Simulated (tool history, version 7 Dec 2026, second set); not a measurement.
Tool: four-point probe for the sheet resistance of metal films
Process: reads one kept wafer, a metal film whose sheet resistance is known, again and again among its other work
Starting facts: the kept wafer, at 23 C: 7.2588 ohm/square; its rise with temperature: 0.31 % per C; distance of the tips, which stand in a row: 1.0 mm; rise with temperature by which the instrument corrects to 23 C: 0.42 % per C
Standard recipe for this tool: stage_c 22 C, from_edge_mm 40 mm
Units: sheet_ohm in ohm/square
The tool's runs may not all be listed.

run,hour,stage_c,from_edge_mm,sheet_ohm
1,0.0,22,40,7.266797
2,11.3,29,40,7.214635
3,24.1,29,40,7.212130
4,36.5,29,40,7.211094
5,49.0,22,40,7.266591
6,56.3,22,40,7.265746
7,67.0,30,40,7.206761
8,80.9,22,13,7.288566
9,96.6,21,13,7.295709
10,113.1,21,13,7.295362
11,123.6,21,13,7.296664
12,134.6,22,40,7.270239
13,142.8,22,40,7.270639
14,159.4,23,40,7.260092
15,173.7,23,40,7.258860
16,186.0,24,36,7.251304
17,199.5,18,21,7.307374
18,208.6,18,21,7.306066
19,218.3,21,72,7.275422
20,228.9,22,14,7.285247
21,237.5,21,18,7.287396
22,244.3,25,4,7.477119
23,258.2,22,6,7.375632
24,274.8,21,10,7.314445
25,281.6,25,10,7.281030
26,294.0,22,69,7.268037
27,303.5,25,14,7.261162
28,316.7,23,10,7.298162

Removed from this log: 2 entries logged between the listed runs. Between which two listed runs does each belong, and how does the tool's hidden state at the listed run before it compare with that at the listed run after it?
Between runs 11 and 12: stage's thermometer calibrated (hour 125.2)
  inner tips' distance over the nominal, %: -0.036 -> -0.035; tips' flats over new ones', %: 16 -> 17; wafer's true temperature over the reading, C: 0.05 -> 0.08
  measured result minus the result with no hidden state, sheet_ohm: -0.001696 -> -0.001035 ohm/square
Between runs 13 and 14: stage's thermometer calibrated, once more (hour 156.9)
  inner tips' distance over the nominal, %: -0.034 -> -0.033; wafer's true temperature over the reading, C: 0.08 -> 0.02
  measured result minus the result with no hidden state, sheet_ohm: -0.000969 -> -0.002212 ohm/square

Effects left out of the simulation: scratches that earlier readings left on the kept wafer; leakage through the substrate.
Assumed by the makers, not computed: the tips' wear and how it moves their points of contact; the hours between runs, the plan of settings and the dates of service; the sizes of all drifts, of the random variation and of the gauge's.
